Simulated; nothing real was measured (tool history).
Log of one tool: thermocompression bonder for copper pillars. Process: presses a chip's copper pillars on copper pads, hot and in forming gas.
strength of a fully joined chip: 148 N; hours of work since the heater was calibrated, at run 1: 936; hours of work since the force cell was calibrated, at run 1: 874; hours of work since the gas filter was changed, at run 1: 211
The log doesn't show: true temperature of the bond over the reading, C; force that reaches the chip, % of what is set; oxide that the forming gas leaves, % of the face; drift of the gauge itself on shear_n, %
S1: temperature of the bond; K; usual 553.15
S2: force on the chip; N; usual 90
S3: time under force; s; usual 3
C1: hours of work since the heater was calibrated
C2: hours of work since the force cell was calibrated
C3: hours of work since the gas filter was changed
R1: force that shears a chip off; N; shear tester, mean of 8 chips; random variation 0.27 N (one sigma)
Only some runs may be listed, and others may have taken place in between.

run	hour	S1	S2	S3	C1	C2	C3	R1
1	0	553.15	90	3	936	874	211	69.3
# hour 7.7: force cell calibrated
2	51.3	553.15	90	3	963	23	238	65.4
3	99.1	553.15	65	3	988	49	263	46.2
4	129.3	553.15	65	3	1004	65	279	46.2
5	166.8	553.15	65	3	1024	85	300	45.8
# hour 199.7: forming gas filter changed
6	229.9	553.15	65	3	1058	119	16	49.6
7	295.1	553.15	65	3	1093	154	51	49.9
8	326.3	553.15	90	3	1110	170	68	69
9	355.2	553.15	90	3	1125	186	83	69.3
10	408.4	553.15	90	3	1153	214	112	69.2
11	464.2	553.15	90	3	1183	244	142	68.6
# hour 470.2: heater calibrated with a thermocouple chip
12	506.2	553.15	90	3	19	265	163	70
13	558.7	553.15	90	4	47	294	191	76.1
14	587.2	553.15	90	4	63	309	206	76.5
15	640.5	553.15	90	3	91	337	235	68.8
# hour 656.9: heater calibrated with a thermocouple chip, once more
16	674.7	553.15	90	3	10	355	252	62.7
17	710.5	553.15	90	3	29	374	271	62.4
18	740.5	553.15	90	3	45	390	287	62.5
# hour 796: forming gas filter changed
19	801	553.15	90	3	77	422	3	68
20	847	553.15	90	3	101	447	27	68.1
21	881.2	574.15	114	5	120	465	46	113.7
22	945.4	536.15	92	5	154	499	80	67.6
23	976.9	578.15	93	2	171	516	97	78.3
24	1017.5	527.15	90	2	193	538	119	40.8
25	1069.3	579.15	58	3	220	566	146	56.9
26	1136.3	542.15	90	5	256	601	182	69.9
27	1182.8	553.15	86	6	281	626	207	79.7
28	1243.7	548.15	103	6	314	659	240	87.4
29	1278.4	570.15	90	3	332	677	258	77.5
30	1315.8	528.15	90	2	352	697	278	40.2
31	1363.2	531.15	100	2	378	723	304	47.5
# hour 1390.6: forming gas filter changed
32	1407.7	531.15	72	4	401	746	9	46.9
33	1440	531.15	72	4	419	764	26	47
34	1476.1	531.15	72	4	438	783	46	46.7
35	1542.6	531.15	72	4	473	819	81	46.7
36	1586.6	553.15	95	7	497	842	105	95.2
37	1634.1	546.15	62	3	523	868	130	42.5
# hour 1655: force cell calibrated
38	1691	542.15	90	3	552	19	160	57.3
39	1758.5	542.15	90	3	588	55	196	57

Forecast each of these 3 alternatives for the next run:
A	1822.5	542.15	102	3	622	90	230	?
B	1822.5	542.15	60	2	622	90	230	?
C	1822.5	553.15	63	3	622	90	230	?

run	R1
A	64.1
B	30.3
C	43.9
Had the tool no hidden state, the same runs would have come out as:
run	R1
A	66.2
B	31
C	45.1

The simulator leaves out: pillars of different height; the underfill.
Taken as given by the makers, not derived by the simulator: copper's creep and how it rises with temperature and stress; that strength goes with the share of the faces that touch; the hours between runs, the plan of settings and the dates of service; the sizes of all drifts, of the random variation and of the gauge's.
